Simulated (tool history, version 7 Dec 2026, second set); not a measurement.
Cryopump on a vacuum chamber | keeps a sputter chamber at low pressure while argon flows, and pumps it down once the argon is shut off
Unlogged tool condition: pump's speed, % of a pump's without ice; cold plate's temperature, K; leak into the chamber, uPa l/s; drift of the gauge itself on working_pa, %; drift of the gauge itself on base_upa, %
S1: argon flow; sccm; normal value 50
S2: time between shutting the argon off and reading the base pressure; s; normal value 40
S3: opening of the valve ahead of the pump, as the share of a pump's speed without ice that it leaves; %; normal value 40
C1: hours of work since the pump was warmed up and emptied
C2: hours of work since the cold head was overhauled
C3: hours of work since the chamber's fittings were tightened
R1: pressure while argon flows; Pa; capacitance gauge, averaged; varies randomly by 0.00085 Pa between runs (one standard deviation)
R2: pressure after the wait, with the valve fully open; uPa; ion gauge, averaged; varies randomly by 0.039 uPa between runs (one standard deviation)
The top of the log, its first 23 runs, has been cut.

| run | hour | S1 | S2 | S3 | C1 | C2 | C3 | R1 | R2 |
|---|---|---|---|---|---|---|---|---|---|
| 24 | 793.1 | 21 | 93 | 55 | 443 | 1283 | 2338 | 0.0542 | 1.68 |
| 25 | 833.3 | 24 | 255 | 15 | 472 | 1313 | 2367 | 0.2224 | 1.12 |
| 26 | 878.7 | 50 | 34 | 56 | 506 | 1346 | 2400 | 0.1285 | 3.20 |
| 27 | 901.4 | 50 | 34 | 56 | 522 | 1362 | 2417 | 0.1283 | 3.22 |
| 28 | 941.4 | 32 | 22 | 56 | 552 | 1392 | 2446 | 0.0826 | 4.41 |
| 29 | 964.7 | 80 | 33 | 40 | 569 | 1409 | 2464 | 0.2862 | 3.32 |
| 30 | 1013.9 | 94 | 74 | 27 | 605 | 1445 | 2500 | 0.4904 | 1.92 |
| 31 | 1036.3 | 25 | 40 | 33 | 621 | 1461 | 2516 | 0.1093 | 2.96 |
| 32 | 1085.7 | 25 | 40 | 33 | 658 | 1498 | 2552 | 0.1090 | 2.93 |
| 33 | 1126.8 | 25 | 40 | 33 | 688 | 1528 | 2582 | 0.1088 | 2.91 |
| 34 | 1166.5 | 70 | 23 | 20 | 717 | 1557 | 2612 | 0.4888 | 4.38 |
| 35 | 1198.0 | 70 | 23 | 20 | 740 | 1580 | 2635 | 0.4919 | 4.38 |

Alternative continuations, all from the tool just after run 35; predict every row:
| A | 1220.2 | 50 | 40 | 18 | 756 | 1596 | 2651 | ? | ? |
| B | 1220.2 | 98 | 33 | 22 | 756 | 1596 | 2651 | ? | ? |
| C | 1220.2 | 70 | 93 | 24 | 756 | 1596 | 2651 | ? | ? |

| run | R1 | R2 |
|---|---|---|
| A | 0.3875 | 2.93 |
| B | 0.6274 | 3.28 |
| C | 0.4124 | 1.73 |
Take away the tool's hidden state, keep each run's random variation, and the runs would have read:
| run | R1 | R2 |
|---|---|---|
| A | 0.3775 | 2.24 |
| B | 0.6076 | 2.61 |
| C | 0.3983 | 1.07 |
